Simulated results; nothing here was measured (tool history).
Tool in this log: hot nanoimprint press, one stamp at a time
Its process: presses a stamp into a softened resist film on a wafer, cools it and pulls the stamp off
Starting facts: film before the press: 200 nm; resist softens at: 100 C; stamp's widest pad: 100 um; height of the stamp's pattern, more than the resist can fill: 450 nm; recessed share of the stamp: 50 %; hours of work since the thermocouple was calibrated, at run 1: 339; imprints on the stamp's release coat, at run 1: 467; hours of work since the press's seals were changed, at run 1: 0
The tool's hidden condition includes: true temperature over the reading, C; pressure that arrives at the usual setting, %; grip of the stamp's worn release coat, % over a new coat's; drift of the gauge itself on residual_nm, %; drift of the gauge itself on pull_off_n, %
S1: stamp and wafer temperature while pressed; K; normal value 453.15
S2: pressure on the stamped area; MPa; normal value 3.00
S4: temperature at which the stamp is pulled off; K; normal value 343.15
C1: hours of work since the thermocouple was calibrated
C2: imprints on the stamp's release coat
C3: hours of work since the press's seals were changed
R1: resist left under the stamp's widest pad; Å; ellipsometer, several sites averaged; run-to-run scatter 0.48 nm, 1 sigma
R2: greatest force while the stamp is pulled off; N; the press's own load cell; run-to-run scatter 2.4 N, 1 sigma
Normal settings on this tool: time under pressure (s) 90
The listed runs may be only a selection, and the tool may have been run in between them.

{"run": 1, "hour": 0.0, "S1": 453.15, "S2": 3.0, "time under pressure (s)": 90, "S4": 343.15, "C1": 339, "C2": 467, "C3": 0, "R1": 1159, "R2": 178}
{"hour": 63.0, "done": "plate thermocouple calibrated"}
{"run": 2, "hour": 98.4, "S1": 453.15, "S2": 3.0, "time under pressure (s)": 90, "S4": 341.15, "C1": 18, "C2": 674, "C3": 50, "R1": 1084, "R2": 191}
{"run": 3, "hour": 166.4, "S1": 461.15, "S2": 3.0, "time under pressure (s)": 90, "S4": 343.15, "C1": 54, "C2": 821, "C3": 85, "R1": 790, "R2": 186}
{"run": 4, "hour": 248.0, "S1": 461.15, "S2": 3.0, "time under pressure (s)": 90, "S4": 343.15, "C1": 96, "C2": 998, "C3": 127, "R1": 795, "R2": 187}
{"hour": 292.0, "done": "stamp cleaned and given a new release coat"}
{"run": 5, "hour": 310.4, "S1": 461.15, "S2": 3.0, "time under pressure (s)": 90, "S4": 349.15, "C1": 126, "C2": 40, "C3": 157, "R1": 796, "R2": 126}
{"run": 6, "hour": 354.2, "S1": 453.15, "S2": 3.0, "time under pressure (s)": 90, "S4": 343.15, "C1": 148, "C2": 135, "C3": 180, "R1": 1112, "R2": 160}
{"run": 7, "hour": 401.0, "S1": 453.15, "S2": 3.0, "time under pressure (s)": 90, "S4": 333.15, "C1": 173, "C2": 236, "C3": 204, "R1": 1111, "R2": 209}
{"run": 8, "hour": 463.1, "S1": 463.15, "S2": 3.0, "time under pressure (s)": 90, "S4": 343.15, "C1": 205, "C2": 371, "C3": 236, "R1": 749, "R2": 169}
{"run": 9, "hour": 534.1, "S1": 453.15, "S2": 2.4, "time under pressure (s)": 90, "S4": 343.15, "C1": 242, "C2": 525, "C3": 273, "R1": 1237, "R2": 174}
{"run": 10, "hour": 594.7, "S1": 453.15, "S2": 3.0, "time under pressure (s)": 90, "S4": 336.15, "C1": 273, "C2": 656, "C3": 305, "R1": 1145, "R2": 216}
{"run": 11, "hour": 693.5, "S1": 452.15, "S2": 3.74, "time under pressure (s)": 90, "S4": 342.15, "C1": 325, "C2": 870, "C3": 356, "R1": 1091, "R2": 193}
{"run": 12, "hour": 763.4, "S1": 452.15, "S2": 3.74, "time under pressure (s)": 90, "S4": 342.15, "C1": 361, "C2": 1021, "C3": 392, "R1": 1108, "R2": 197}
{"hour": 785.0, "done": "plate thermocouple calibrated"}
{"hour": 799.1, "done": "stamp cleaned and given a new release coat"}
{"run": 13, "hour": 863.9, "S1": 460.15, "S2": 3.0, "time under pressure (s)": 99, "S4": 346.15, "C1": 38, "C2": 141, "C3": 440, "R1": 788, "R2": 139}
{"run": 14, "hour": 927.2, "S1": 449.15, "S2": 3.0, "time under pressure (s)": 165, "S4": 342.15, "C1": 71, "C2": 278, "C3": 473, "R1": 1056, "R2": 167}

Run 15, settings as shown, results not yet in. Your forecast:
{"run": 15, "hour": 998.1, "S1": 453.15, "S2": 3.0, "time under pressure (s)": 107, "S4": 341.15, "C1": 108, "C2": 431, "C3": 510, "R1": "?", "R2": "?"}

{"run 15": {"R1": 1046, "R2": 180}}
The same run, on a tool lacking any hidden state, would have yielded R1 1015 Å, R2 160 N.
